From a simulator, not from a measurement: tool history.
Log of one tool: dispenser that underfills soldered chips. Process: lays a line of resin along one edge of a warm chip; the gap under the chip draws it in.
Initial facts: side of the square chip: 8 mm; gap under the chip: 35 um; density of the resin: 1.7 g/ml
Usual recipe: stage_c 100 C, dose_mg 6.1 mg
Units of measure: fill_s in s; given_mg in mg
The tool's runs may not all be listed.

Run 1, day 0: usual settings. Result: fill_s 112.4 s, given_mg 5.91 mg.
Run 2, day 0.225: usual settings but dose_mg 5.22 mg. Result: fill_s 139.4 s, given_mg 5.01 mg.
At day 0.5: new syringe of resin.
Run 3, day 0.592: usual settings but dose_mg 5.22 mg. Result: fill_s 111.5 s, given_mg 5.04 mg.
Run 4, day 0.846: usual settings but dose_mg 6.95 mg. Result: fill_s 134.4 s, given_mg 6.67 mg.
At day 1.133: new syringe of resin.
Run 5, day 1.212: usual settings. Result: fill_s 105.6 s, given_mg 5.79 mg.
Run 6, day 1.571: usual settings. Result: fill_s 145 s, given_mg 5.8 mg.
At day 1.762: new syringe of resin.
Run 7, day 1.792: usual settings but stage_c 105 C. Result: fill_s 82 s, given_mg 5.78 mg.
Run 8, day 2.138: usual settings. Result: fill_s 140.3 s, given_mg 5.69 mg.
At day 2.392: new syringe of resin.
Run 9, day 2.512: usual settings. Result: fill_s 110.4 s, given_mg 5.75 mg.
Run 10, day 2.938: usual settings but stage_c 101 C. Result: fill_s 152.9 s, given_mg 5.61 mg.
At day 3.046: new syringe of resin.
Run 11, day 3.183: usual settings but stage_c 101 C. Result: fill_s 105.5 s, given_mg 5.63 mg.
Run 12, day 3.554: usual settings. Result: fill_s 154.5 s, given_mg 5.57 mg.
At day 3.683: new syringe of resin.
Run 13, day 3.779: usual settings. Result: fill_s 110.5 s, given_mg 5.55 mg.
Run 14, day 4.183: usual settings but dose_mg 6.38 mg. Result: fill_s 154.9 s, given_mg 5.73 mg.
At day 4.325: dispensing valve cleaned and set on the balance.
At day 4.358: new syringe of resin.
Run 15, day 4.492: usual settings but stage_c 97 C. Result: fill_s 129.7 s, given_mg 6.16 mg.
Run 16, day 4.929: usual settings but dose_mg 7.17 mg. Result: fill_s 165.4 s, given_mg 7.07 mg.
At day 4.996: new syringe of resin.
Run 17, day 5.238: usual settings but dose_mg 7.17 mg. Result: fill_s 122.9 s, given_mg 7.02 mg.
At day 5.621: new syringe of resin.
Run 18, day 5.621: usual settings. Result: fill_s 100.9 s, given_mg 5.97 mg.
Run 19, day 5.958: usual settings but stage_c 112 C. Result: fill_s 79.2 s, given_mg 6.05 mg.
At day 6.275: new syringe of resin.
Run 20, day 6.329: usual settings but stage_c 111 C, dose_mg 5.72 mg. Result: fill_s 65.3 s, given_mg 5.61 mg.
Run 21, day 6.625: usual settings but stage_c 111 C, dose_mg 5.72 mg. Result: fill_s 85.4 s, given_mg 5.58 mg.
At day 6.908: new syringe of resin.
Run 22, day 6.971: usual settings but stage_c 111 C, dose_mg 5.72 mg. Result: fill_s 67.7 s, given_mg 5.48 mg.
Run 23, day 7.158: usual settings but stage_c 111 C, dose_mg 5.72 mg. Result: fill_s 77.2 s, given_mg 5.51 mg.
Run 24, day 7.342: usual settings but stage_c 111 C, dose_mg 5.72 mg. Result: fill_s 91.9 s, given_mg 5.48 mg.
At day 7.546: new syringe of resin.
Run 25, day 7.658: usual settings but stage_c 96 C, dose_mg 5.74 mg. Result: fill_s 139.3 s, given_mg 5.39 mg.

What will run 26 give?
Run 26, day 8.088: usual settings but stage_c 107 C, dose_mg 5.41 mg. Result: fill_s ?, given_mg ?.

Run 26 produced fill_s 124.9 s, given_mg 5.11 mg.
Were there no unlogged condition in the tool, this run, its random variation unchanged, would have produced fill_s 74 s, given_mg 5.42 mg.
